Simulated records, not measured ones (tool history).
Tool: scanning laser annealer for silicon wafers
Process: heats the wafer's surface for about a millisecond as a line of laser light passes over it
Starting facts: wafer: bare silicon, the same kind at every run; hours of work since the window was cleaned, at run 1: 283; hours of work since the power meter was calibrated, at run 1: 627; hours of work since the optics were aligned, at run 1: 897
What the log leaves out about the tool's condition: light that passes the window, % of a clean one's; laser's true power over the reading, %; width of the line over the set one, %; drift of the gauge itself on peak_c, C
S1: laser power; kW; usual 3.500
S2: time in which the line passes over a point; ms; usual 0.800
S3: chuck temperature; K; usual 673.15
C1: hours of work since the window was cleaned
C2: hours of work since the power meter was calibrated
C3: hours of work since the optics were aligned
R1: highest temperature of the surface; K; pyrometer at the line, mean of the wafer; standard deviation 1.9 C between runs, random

| run | day | S1 | S2 | S3 | C1 | C2 | C3 | R1 |
|---|---|---|---|---|---|---|---|---|
| 1 | 0.000 | 3.500 | 0.800 | 673.15 | 283 | 627 | 897 | 1340.15 |
| 2 | 1.029 | 3.500 | 0.800 | 673.15 | 295 | 639 | 909 | 1338.15 |
| 3 | 2.025 | 3.500 | 0.800 | 673.15 | 307 | 651 | 921 | 1338.15 |
| 4 | 2.896 | 3.500 | 0.800 | 673.15 | 317 | 661 | 932 | 1336.15 |
|  | 3.538 | optics aligned, line set to its width |
| 5 | 3.879 | 3.500 | 0.800 | 673.15 | 326 | 670 | 4 | 1345.15 |
| 6 | 5.367 | 3.500 | 0.800 | 673.15 | 344 | 688 | 22 | 1345.15 |
| 7 | 6.662 | 3.500 | 0.800 | 673.15 | 359 | 704 | 37 | 1338.15 |
| 8 | 8.133 | 3.500 | 0.800 | 673.15 | 377 | 721 | 55 | 1338.15 |
| 9 | 9.375 | 3.500 | 0.800 | 673.15 | 392 | 736 | 69 | 1336.15 |
| 10 | 10.558 | 3.500 | 0.800 | 711.15 | 406 | 750 | 83 | 1372.15 |
| 11 | 11.225 | 3.173 | 0.800 | 711.15 | 414 | 758 | 91 | 1292.15 |
| 12 | 12.296 | 3.500 | 0.800 | 677.15 | 426 | 770 | 104 | 1338.15 |
| 13 | 13.788 | 3.500 | 0.800 | 673.15 | 444 | 788 | 122 | 1333.15 |
| 14 | 14.679 | 3.500 | 0.800 | 673.15 | 455 | 799 | 132 | 1334.15 |
|  | 14.867 | window over the wafer cleaned |
| 15 | 16.333 | 3.500 | 0.800 | 673.15 | 17 | 818 | 151 | 1305.15 |
| 16 | 17.558 | 3.500 | 0.800 | 673.15 | 32 | 832 | 166 | 1306.15 |
| 17 | 18.942 | 3.500 | 0.800 | 673.15 | 48 | 849 | 182 | 1301.15 |
|  | 19.429 | window over the wafer cleaned, once more |
| 18 | 19.975 | 3.500 | 0.878 | 673.15 | 6 | 860 | 193 | 1403.15 |
| 19 | 21.496 | 3.500 | 0.800 | 673.15 | 25 | 878 | 212 | 1366.15 |
| 20 | 22.496 | 3.500 | 0.806 | 673.15 | 36 | 890 | 223 | 1371.15 |
| 21 | 23.467 | 3.500 | 0.806 | 673.15 | 48 | 901 | 235 | 1368.15 |
| 22 | 24.808 | 3.289 | 0.777 | 687.15 | 64 | 917 | 251 | 1316.15 |
| 23 | 26.175 | 3.453 | 0.777 | 639.15 | 80 | 934 | 267 | 1305.15 |
| 24 | 27.604 | 3.490 | 0.900 | 704.15 | 97 | 951 | 284 | 1426.15 |
| 25 | 29.104 | 3.490 | 0.900 | 704.15 | 115 | 968 | 302 | 1421.15 |
| 26 | 29.829 | 3.665 | 0.805 | 708.15 | 124 | 977 | 311 | 1436.15 |
| 27 | 30.988 | 3.665 | 0.996 | 687.15 | 137 | 991 | 324 | 1491.15 |
| 28 | 32.262 | 3.665 | 0.996 | 687.15 | 153 | 1006 | 340 | 1492.15 |
| 29 | 33.638 | 3.665 | 0.996 | 687.15 | 169 | 1022 | 356 | 1489.15 |
| 30 | 34.575 | 2.975 | 0.967 | 706.15 | 180 | 1033 | 367 | 1308.15 |
| 31 | 35.750 | 2.975 | 0.967 | 663.15 | 194 | 1047 | 381 | 1262.15 |
| 32 | 37.021 | 2.975 | 0.916 | 699.15 | 209 | 1062 | 396 | 1280.15 |
| 33 | 37.821 | 2.975 | 0.916 | 699.15 | 219 | 1072 | 406 | 1279.15 |
| 34 | 38.825 | 3.844 | 0.625 | 694.15 | 231 | 1084 | 418 | 1368.15 |
| 35 | 40.046 | 3.844 | 0.892 | 708.15 | 245 | 1098 | 432 | 1511.15 |
| 36 | 41.162 | 3.591 | 0.701 | 692.15 | 258 | 1112 | 445 | 1342.15 |
| 37 | 41.817 | 3.591 | 0.701 | 692.15 | 266 | 1119 | 453 | 1341.15 |
| 38 | 42.771 | 3.015 | 0.800 | 646.15 | 277 | 1131 | 464 | 1197.15 |
| 39 | 44.158 | 3.015 | 0.800 | 646.15 | 294 | 1147 | 481 | 1194.15 |

What if the next run were any one of these 3? Each begins from the tool's condition after run 39:
| A | 45.538 | 3.251 | 0.800 | 673.15 | 310 | 1164 | 497 | ? |
| B | 45.538 | 3.500 | 0.847 | 673.15 | 310 | 1164 | 497 | ? |
| C | 45.538 | 3.500 | 0.800 | 692.15 | 310 | 1164 | 497 | ? |

| run | R1 |
|---|---|
| A | 1276.15 |
| B | 1357.15 |
| C | 1354.15 |
What these runs would have given with no unlogged condition in the tool:
| run | R1 |
|---|---|
| A | 1315.15 |
| B | 1401.15 |
| C | 1396.15 |
